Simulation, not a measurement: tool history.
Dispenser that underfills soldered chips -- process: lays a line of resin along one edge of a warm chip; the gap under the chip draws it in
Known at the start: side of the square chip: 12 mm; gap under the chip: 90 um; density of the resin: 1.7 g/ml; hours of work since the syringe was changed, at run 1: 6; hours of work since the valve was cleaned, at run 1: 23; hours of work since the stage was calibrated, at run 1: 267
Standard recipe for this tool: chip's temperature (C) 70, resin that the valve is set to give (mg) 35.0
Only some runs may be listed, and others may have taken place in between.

run,hour,chip's temperature (C),resin that the valve is set to give (mg),hours of work since the syringe was changed,hours of work since the valve was cleaned,hours of work since the stage was calibrated,time until the resin shows at the far edge (s),resin that the valve gave (mg)
1,0.0,70,35.0,6,23,267,45.2,34.80
# hour 0.9: new syringe of resin
2,5.6,70,35.0,4,27,272,40.3,34.99
# hour 9.1: new syringe of resin
3,13.9,70,35.0,4,33,278,40.8,34.44
# hour 17.7: new syringe of resin
4,24.3,60,35.0,5,41,286,68.4,34.39
# hour 26.5: new syringe of resin
5,33.1,70,35.0,5,48,293,44.1,34.59
# hour 34.7: new syringe of resin
6,39.7,74,35.0,4,53,298,34.7,34.23
# hour 42.9: new syringe of resin
7,45.8,74,35.0,2,57,302,31.5,34.44
# hour 51.0: new syringe of resin
8,54.1,74,35.0,3,64,309,32.7,34.12
# hour 59.0: new syringe of resin
9,60.1,74,35.0,1,68,313,29.4,34.18
# hour 67.0: new syringe of resin
# hour 71.2: stage's temperature calibrated
10,71.2,76,35.0,2,76,0,26.9,34.09
# hour 76.3: new syringe of resin
11,78.9,70,35.0,2,82,6,35.5,33.76
# hour 84.4: new syringe of resin
12,89.6,70,35.0,4,90,14,39.4,33.82
# hour 92.6: new syringe of resin
13,94.8,70,35.0,2,94,18,33.9,33.75
# hour 101.2: new syringe of resin
14,102.5,70,35.0,1,100,24,32.6,33.58
# hour 109.5: new syringe of resin
15,110.7,70,35.0,1,106,30,32.9,33.49
# hour 118.2: new syringe of resin
# hour 120.5: dispensing valve cleaned and set on the balance
16,120.9,70,35.0,1,0,37,34.1,35.11
# hour 127.2: new syringe of resin
17,131.3,70,35.0,3,8,45,37.5,34.96
# hour 135.5: new syringe of resin
18,138.2,62,35.0,2,13,50,51.1,34.74
# hour 144.0: new syringe of resin
19,144.6,70,37.6,0,18,55,32.3,37.31
20,150.9,70,37.6,5,23,60,41.4,37.20
# hour 152.6: new syringe of resin
21,159.3,77,37.6,5,30,67,30.6,37.22
# hour 161.2: new syringe of resin
22,164.5,59,30.0,3,34,71,62.6,29.47
# hour 169.3: new syringe of resin
23,172.0,82,40.1,2,39,76,21.1,39.30
# hour 178.0: new syringe of resin
24,180.3,82,40.1,2,46,83,20.3,39.49
# hour 186.4: new syringe of resin
25,189.1,81,39.6,2,52,89,21.4,38.96
# hour 195.1: new syringe of resin
26,198.3,81,37.4,3,60,96,23.7,36.55
# hour 203.7: new syringe of resin
27,205.1,72,40.2,1,65,102,31.5,39.11
# hour 211.7: new syringe of resin
28,213.5,62,35.0,1,71,108,50.5,34.10
# hour 219.8: new syringe of resin
29,223.8,69,41.4,3,79,116,39.1,40.05
# hour 227.9: new syringe of resin
30,230.5,64,34.7,2,84,121,47.5,33.47

Run 31, settings as shown, results not yet in. Your forecast:
# hour 236.3: new syringe of resin
31,240.4,64,34.2,3,92,129,?,?

{"run 31": {"time until the resin shows at the far edge (s)": 49.8, "resin that the valve gave (mg)": 32.72}}
If the tool had no hidden condition, the same run with the same run-to-run variation would have returned time until the resin shows at the far edge (s) 40.9, resin that the valve gave (mg) 33.97.
